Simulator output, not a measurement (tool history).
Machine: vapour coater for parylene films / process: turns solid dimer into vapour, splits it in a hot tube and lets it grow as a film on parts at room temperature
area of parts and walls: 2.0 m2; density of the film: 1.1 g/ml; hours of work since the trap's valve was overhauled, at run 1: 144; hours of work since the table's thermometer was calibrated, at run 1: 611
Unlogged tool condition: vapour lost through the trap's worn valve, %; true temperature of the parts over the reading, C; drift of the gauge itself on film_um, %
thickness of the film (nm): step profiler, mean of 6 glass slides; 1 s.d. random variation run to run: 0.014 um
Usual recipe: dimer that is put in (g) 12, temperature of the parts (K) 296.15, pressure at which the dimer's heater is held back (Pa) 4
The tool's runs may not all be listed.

run	hour	dimer that is put in (g)	temperature of the parts (K)	pressure at which the dimer's heater is held back (Pa)	hours of work since the trap's valve was overhauled	hours of work since the table's thermometer was calibrated	thickness of the film (nm)
1	0	12	296.15	4	144	611	3480
2	28.2	12	296.15	4	166	633	3470
3	65.8	12	296.15	4	195	662	3460
4	86.8	12	296.15	4	212	678	3440
5	120.8	12	296.15	4.74	238	705	3310
6	143.3	12	296.15	4.74	256	722	3270
7	181.5	12	296.15	4.74	286	752	3270
8	216.4	12	296.15	4.74	313	779	3230
# hour 237.1: trap's valve overhauled
9	253.1	12	296.15	4	12	805	3330
10	287.3	12	305.15	4	39	832	2720
11	317.2	12	305.15	4	62	855	2720
12	343.3	12	296.15	3.23	83	875	3510
13	377.8	12	296.15	3.23	110	902	3450
14	411.6	19	296.15	4	136	929	5210
15	429.8	19	296.15	4	150	943	5200
# hour 455.2: trap's valve overhauled, once more
16	455.6	19	296.15	4	0	960	5660
17	475.5	19	296.15	4	16	975	5630
18	495.8	12	301.15	4	32	991	3180
19	537.1	12	301.15	4	64	1023	3170
20	565.5	12	296.15	8	86	1045	2980
21	600.2	12	296.15	8	113	1073	2980
22	628.1	12	296.15	8	135	1094	2950
23	655.1	12	296.15	8	156	1115	2930
24	690	12	296.15	4	183	1143	3480
25	733.6	11	306.15	2.22	217	1177	2940
26	763.5	5	304.15	7.28	240	1200	1040
27	797.4	10	289.15	3.38	267	1226	3450
28	836.5	14	292.15	11.99	297	1257	3310
29	869.1	14	292.15	11.99	323	1282	3260
# hour 874.9: trap's valve overhauled
30	903.3	14	292.15	11.99	22	1306	3410
31	929.1	14	290.15	2.41	42	1326	5300
32	967.5	12	294.15	3.08	72	1356	3890
33	997.5	14	294.15	3.42	96	1379	4420
34	1022.3	21	289.15	4.7	115	1399	6820
35	1056.4	21	289.15	4.7	142	1425	6820
36	1084.2	12	296.15	11.97	163	1447	2630
37	1122.5	13	298.15	4	193	1477	3560
38	1146.8	11	300.15	2.21	212	1496	3350
# hour 1179: table's thermometer calibrated
39	1186.6	11	300.15	2.21	242	6	3440
40	1212.4	11	300.15	2.21	262	26	3430
41	1242	11	300.15	2.21	286	49	3390
42	1266.6	12	300.15	10.18	305	68	2530
# hour 1296.2: trap's valve overhauled
43	1313.5	12	300.15	10.18	14	102	2630
44	1343.1	12	300.15	10.18	37	125	2620
45	1373.4	19	296.15	10.05	60	149	4510
46	1408.2	19	296.15	10.05	87	176	4520
47	1443.6	19	302.15	5.27	115	203	4620

For each run, the measured value with the value that run would have given without the tool's hidden condition subtracted. The run-to-run variation is shared by both, the gauge scatter possibly not:
run	thickness of the film (nm)
1	-170
2	-180
3	-200
4	-200
5	-210
6	-220
7	-240
8	-250
9	-300
10	-260
11	-270
12	-370
13	-380
14	-590
15	-600
16	-130
17	-140
18	-90
19	-110
20	-110
21	-120
22	-130
23	-140
24	-180
25	-170
26	-60
27	-230
28	-240
29	-260
30	-110
31	-190
32	-160
33	-210
34	-340
35	-360
36	-150
37	-230
38	-220
39	-140
40	-150
41	-160
42	-130
43	-10
44	-30
45	-60
46	-90
47	-100

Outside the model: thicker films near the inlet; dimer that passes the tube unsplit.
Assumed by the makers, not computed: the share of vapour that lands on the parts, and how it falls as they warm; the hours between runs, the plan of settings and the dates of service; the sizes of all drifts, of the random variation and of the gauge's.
